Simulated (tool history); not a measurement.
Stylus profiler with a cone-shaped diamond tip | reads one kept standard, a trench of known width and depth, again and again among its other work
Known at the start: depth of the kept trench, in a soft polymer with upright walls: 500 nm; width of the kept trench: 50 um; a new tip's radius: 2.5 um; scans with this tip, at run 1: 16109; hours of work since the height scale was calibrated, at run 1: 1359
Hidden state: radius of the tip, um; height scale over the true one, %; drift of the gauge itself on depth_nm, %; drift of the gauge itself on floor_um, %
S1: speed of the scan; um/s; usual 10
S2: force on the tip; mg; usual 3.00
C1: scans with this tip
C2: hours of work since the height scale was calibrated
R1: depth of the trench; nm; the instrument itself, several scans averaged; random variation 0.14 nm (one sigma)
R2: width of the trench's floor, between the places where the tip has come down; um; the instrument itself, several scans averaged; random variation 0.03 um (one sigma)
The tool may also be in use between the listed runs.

| run | hour | S1 | S2 | C1 | C2 | R1 | R2 |
|---|---|---|---|---|---|---|---|
| 1 | 0.0 | 10 | 3.00 | 16109 | 1359 | 508.44 | 44.85 |
| 2 | 43.3 | 10 | 4.02 | 16366 | 1380 | 509.61 | 44.83 |
| 3 | 112.4 | 10 | 3.00 | 16777 | 1415 | 508.54 | 44.76 |
| 4 | 150.7 | 10 | 3.00 | 17004 | 1434 | 508.48 | 44.79 |
|  | 155.8 | height scale calibrated on a step standard |
| 5 | 234.6 | 10 | 3.00 | 17500 | 39 | 510.54 | 44.70 |
| 6 | 282.0 | 10 | 3.00 | 17782 | 63 | 510.70 | 44.70 |
| 7 | 330.2 | 9 | 3.00 | 18068 | 87 | 510.51 | 44.69 |
| 8 | 412.0 | 10 | 3.84 | 18554 | 128 | 512.09 | 44.59 |
| 9 | 448.1 | 10 | 3.84 | 18768 | 146 | 511.79 | 44.58 |
|  | 478.6 | new tip fitted, height scale calibrated |
| 10 | 520.3 | 5 | 4.18 | 248 | 21 | 507.56 | 46.93 |
|  | 538.6 | height scale calibrated on a step standard, once more |
| 11 | 567.2 | 6 | 4.10 | 524 | 14 | 507.27 | 46.86 |
| 12 | 621.1 | 13 | 4.00 | 844 | 41 | 507.19 | 46.77 |
| 13 | 703.7 | 24 | 3.00 | 1335 | 83 | 506.00 | 46.66 |
| 14 | 745.2 | 2 | 3.00 | 1581 | 104 | 506.16 | 46.70 |
| 15 | 796.8 | 33 | 5.20 | 1888 | 129 | 508.79 | 46.60 |
| 16 | 875.2 | 8 | 3.00 | 2353 | 169 | 506.29 | 46.58 |
| 17 | 917.6 | 27 | 7.50 | 2605 | 190 | 510.97 | 46.47 |
| 18 | 990.4 | 17 | 3.00 | 3037 | 226 | 506.38 | 46.40 |

Forecast each of these 5 alternatives for the next run:
| A | 1030.4 | 4 | 1.23 | 3275 | 246 | ? | ? |
| B | 1030.4 | 7 | 3.00 | 3275 | 246 | ? | ? |
| C | 1030.4 | 6 | 3.40 | 3275 | 246 | ? | ? |
| D | 1030.4 | 7 | 3.00 | 3275 | 246 | ? | ? |
| E | 1030.4 | 8 | 1.03 | 3275 | 246 | ? | ? |

| run | R1 | R2 |
|---|---|---|
| A | 503.83 | 46.40 |
| B | 506.42 | 46.42 |
| C | 506.82 | 46.40 |
| D | 506.12 | 46.41 |
| E | 503.39 | 46.32 |
Without the tool's hidden state the same runs would have given:
| run | R1 | R2 |
|---|---|---|
| A | 503.40 | 46.96 |
| B | 505.99 | 46.98 |
| C | 506.38 | 46.95 |
| D | 505.69 | 46.96 |
| E | 502.95 | 46.88 |
